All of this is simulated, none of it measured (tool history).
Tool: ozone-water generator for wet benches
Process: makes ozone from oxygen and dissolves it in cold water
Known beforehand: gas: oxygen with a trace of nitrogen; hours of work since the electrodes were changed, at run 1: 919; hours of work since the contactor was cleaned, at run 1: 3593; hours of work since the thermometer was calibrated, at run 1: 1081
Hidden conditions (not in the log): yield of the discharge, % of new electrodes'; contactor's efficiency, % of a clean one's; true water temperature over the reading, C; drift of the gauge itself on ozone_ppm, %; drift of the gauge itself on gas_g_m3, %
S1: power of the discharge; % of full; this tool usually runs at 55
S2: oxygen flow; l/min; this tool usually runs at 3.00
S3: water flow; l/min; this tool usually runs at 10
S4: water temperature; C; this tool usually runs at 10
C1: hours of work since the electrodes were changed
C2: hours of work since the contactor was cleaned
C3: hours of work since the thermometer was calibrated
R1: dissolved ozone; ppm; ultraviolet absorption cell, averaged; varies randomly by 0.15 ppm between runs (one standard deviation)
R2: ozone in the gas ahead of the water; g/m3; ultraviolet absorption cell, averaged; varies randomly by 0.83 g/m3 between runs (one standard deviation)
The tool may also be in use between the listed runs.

run	hour	S1	S2	S3	S4	C1	C2	C3	R1	R2
1	0.0	55	3.00	10	10	919	3593	1081	19.1	131.2
2	34.9	55	3.00	10	8	941	3615	1103	19.4	130.3
3	73.7	55	3.00	10	9	966	3639	1127	19.2	131.8
4	100.5	55	3.00	7	9	982	3656	1144	25.2	131.4
5	123.3	55	3.00	10	11	997	3671	1159	18.6	130.7
6	175.3	55	5.04	10	10	1030	3703	1192	17.7	94.2
7	211.5	55	5.04	10	10	1053	3726	1215	17.6	94.1
8	255.3	55	5.04	10	10	1080	3754	1242	17.4	94.3
9	298.0	55	5.04	10	10	1107	3781	1269	17.5	92.9
10	341.1	55	3.00	10	10	1135	3808	1297	18.9	130.6
11	379.7	55	3.00	10	10	1159	3833	1321	18.9	131.5
12	425.3	55	3.00	10	10	1188	3862	1350	18.9	130.2
# hour 427.9: water thermometer calibrated
13	452.3	55	3.00	16	14	1205	3878	15	11.6	130.7
14	481.5	55	3.00	16	14	1223	3897	34	11.4	130.8
15	522.7	55	3.44	8	14	1249	3923	60	21.0	118.9
16	562.7	55	1.62	8	14	1275	3948	85	22.2	195.4
17	585.5	55	1.62	6	9	1289	3963	100	29.6	195.1
18	619.0	55	3.64	6	9	1310	3984	121	26.3	115.1
19	657.7	55	4.61	10	6	1335	4008	145	18.9	99.2
20	683.8	48	3.00	12	10	1351	4025	162	14.4	116.4
# hour 724.5: water thermometer calibrated, once more
21	724.5	65	2.44	6	14	1377	4050	0	30.2	170.7
22	759.6	55	4.01	8	13	1399	4073	22	20.1	107.6
23	784.2	55	3.18	8	13	1414	4088	38	21.4	125.6

Forecast each of these 4 alternatives for the next run:
A	824.0	43	1.64	8	13	1440	4113	63	?	?
B	824.0	53	3.00	13	10	1440	4113	63	?	?
C	824.0	55	5.07	7	13	1440	4113	63	?	?
D	824.0	55	4.50	8	16	1440	4113	63	?	?

run	R1	R2
A	18.1	157.6
B	14.3	126.8
C	20.8	91.9
D	18.6	100.8
Had the tool no hidden state, the same runs would have come out as:
run	R1	R2
A	18.9	160.4
B	15.2	129.7
C	21.7	94.1
D	19.5	103.2
